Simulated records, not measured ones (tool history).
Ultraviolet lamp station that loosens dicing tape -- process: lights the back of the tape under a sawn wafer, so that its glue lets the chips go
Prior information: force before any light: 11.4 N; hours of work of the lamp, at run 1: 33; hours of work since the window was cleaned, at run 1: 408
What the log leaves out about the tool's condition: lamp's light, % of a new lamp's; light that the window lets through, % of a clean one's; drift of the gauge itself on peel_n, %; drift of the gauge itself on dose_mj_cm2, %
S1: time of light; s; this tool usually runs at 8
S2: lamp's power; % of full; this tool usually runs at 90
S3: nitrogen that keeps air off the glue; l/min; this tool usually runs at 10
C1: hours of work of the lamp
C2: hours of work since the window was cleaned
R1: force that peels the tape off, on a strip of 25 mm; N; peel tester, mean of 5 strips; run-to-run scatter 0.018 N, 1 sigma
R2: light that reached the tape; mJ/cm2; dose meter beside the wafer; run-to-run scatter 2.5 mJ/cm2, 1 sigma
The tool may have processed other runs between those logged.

run   hour  S1   S2  S3   C1   C2     R1   R2
  1    0.0   8   90  10   33  408  1.062  279
  2   24.0   8   90  10   46  421  1.093  282
  3   56.1   8   90  10   64  439  1.112  283
  4  104.5   8   90  10   91  465  1.141  279
  5  140.0   8   90  10  110  485  1.150  275
  6  170.3   8   90  10  127  501  1.191  270
  7  191.2  12   90  10  138  513  0.498  405
  8  238.7  12   90  10  164  539  0.518  401
  9  283.0  12   90  10  189  563  0.543  388
 10  323.9  12   80  10  211  586  0.680  347
 11  353.9   8   87  10  227  602  1.415  251
 12  391.2   8   87  10  248  623  1.456  246
 13  429.6   8   79  18  269  644  1.279  219
     433.2  -- window cleaned of glue's vapour
 14  454.3   8   79  18  282   12  0.970  245
 15  493.6   8   72  14  304   33  1.514  216
 16  515.7   6  100  14  316   45  1.323  227
 17  549.9   6  100  14  335   64  1.383  223
 18  578.7   8   99  10  350   80  1.039  294
 19  623.3  14   90   8  375  104  0.464  459
 20  658.9  14   90   8  394  124  0.460  455
 21  702.6  14   90   8  418  148  0.472  451
 22  741.7  14   63   8  440  169  1.051  309
 23  769.7  14   63   8  455  185  1.085  306

Below are 4 alternative next runs, each starting from the tool's condition after run 23. Predict each:
  A  808.6  14  81  15  476  206   ?   ?
  B  808.6   8  90  18  476  206   ?   ?
  C  808.6   8  90  17  476  206   ?   ?
  D  808.6   5  63   4  476  206   ?   ?

run     R1   R2
  A  0.404  389
  B  0.983  250
  C  1.008  254
  D  5.800  110
What these runs would have given with no unlogged condition in the tool:
run     R1   R2
  A  0.274  490
  B  0.590  315
  C  0.609  319
  D  4.879  138
